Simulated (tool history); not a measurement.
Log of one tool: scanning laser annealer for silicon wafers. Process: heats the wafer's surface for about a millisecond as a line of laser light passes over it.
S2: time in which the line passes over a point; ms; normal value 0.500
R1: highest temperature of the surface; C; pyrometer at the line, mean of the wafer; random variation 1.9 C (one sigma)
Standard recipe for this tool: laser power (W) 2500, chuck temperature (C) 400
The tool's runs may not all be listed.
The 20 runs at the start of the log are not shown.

Run 21, hour 522.9: usual settings but laser power (W) 2492. Result: R1 1094 C.
Run 22, hour 540.2: usual settings but laser power (W) 2492. Result: R1 1094 C.
Run 23, hour 561.4: usual settings but laser power (W) 2492. Result: R1 1093 C.
Run 24, hour 581.4: usual settings but laser power (W) 2492, S2 0.476 ms. Result: R1 1075 C.
Run 25, hour 613.0: usual settings but laser power (W) 2492, S2 0.612 ms, chuck temperature (C) 384. Result: R1 1143 C.
At hour 639.3: optics aligned, line set to its width, once more.
Run 26, hour 641.8: usual settings but laser power (W) 2369, S2 0.459 ms. Result: R1 1038 C.
Run 27, hour 673.6: usual settings but laser power (W) 2269, S2 0.362 ms, chuck temperature (C) 374. Result: R1 916 C.
Run 28, hour 704.1: usual settings but laser power (W) 2269, S2 0.362 ms, chuck temperature (C) 405. Result: R1 946 C.
Run 29, hour 731.0: usual settings but laser power (W) 2480, S2 0.362 ms, chuck temperature (C) 439. Result: R1 1041 C.
Run 30, hour 756.0: usual settings but laser power (W) 2177, S2 0.362 ms, chuck temperature (C) 439. Result: R1 952 C.
Run 31, hour 780.4: usual settings but laser power (W) 2417, S2 0.362 ms, chuck temperature (C) 439. Result: R1 1026 C.
Run 32, hour 805.9: usual settings but laser power (W) 2212, chuck temperature (C) 395. Result: R1 1002 C.
Run 33, hour 826.8: usual settings but laser power (W) 2212, S2 0.354 ms, chuck temperature (C) 395. Result: R1 912 C.
Run 34, hour 845.0: usual settings but laser power (W) 2212, S2 0.377 ms, chuck temperature (C) 437. Result: R1 968 C.
Run 35, hour 864.6: usual settings but laser power (W) 2167, S2 0.529 ms, chuck temperature (C) 424. Result: R1 1029 C.
Run 36, hour 878.7: usual settings but S2 0.415 ms, chuck temperature (C) 424. Result: R1 1074 C.
Run 37, hour 903.7: usual settings but laser power (W) 2459, chuck temperature (C) 363. Result: R1 1053 C.
Run 38, hour 919.6: usual settings but laser power (W) 2600. Result: R1 1140 C.
Run 39, hour 950.9: usual settings but S2 0.370 ms, chuck temperature (C) 380. Result: R1 996 C.
At hour 959.5: window over the wafer cleaned.
Run 40, hour 981.7: usual settings but laser power (W) 2526, S2 0.370 ms, chuck temperature (C) 420. Result: R1 1059 C.

5 ways to go on from here, each from the tool as it stands after run 40. What would each give?
Run A, hour 999.2: usual settings but laser power (W) 2526, S2 0.370 ms, chuck temperature (C) 376. Result: R1 ?.
Run B, hour 999.2: usual settings but laser power (W) 2319, S2 0.561 ms. Result: R1 ?.
Run C, hour 999.2: usual settings but S2 0.562 ms. Result: R1 ?.
Run D, hour 999.2: usual settings but laser power (W) 2697, S2 0.429 ms, chuck temperature (C) 385. Result: R1 ?.
Run E, hour 999.2: usual settings but laser power (W) 2433, S2 0.448 ms, chuck temperature (C) 360. Result: R1 ?.

run    R1
  A  1015
  B  1097
  C  1162
  D  1127
  E  1024
Take away the tool's hidden state, keep each run's random variation, and the runs would have read:
run    R1
  A  1022
  B  1104
  C  1170
  D  1135
  E  1031
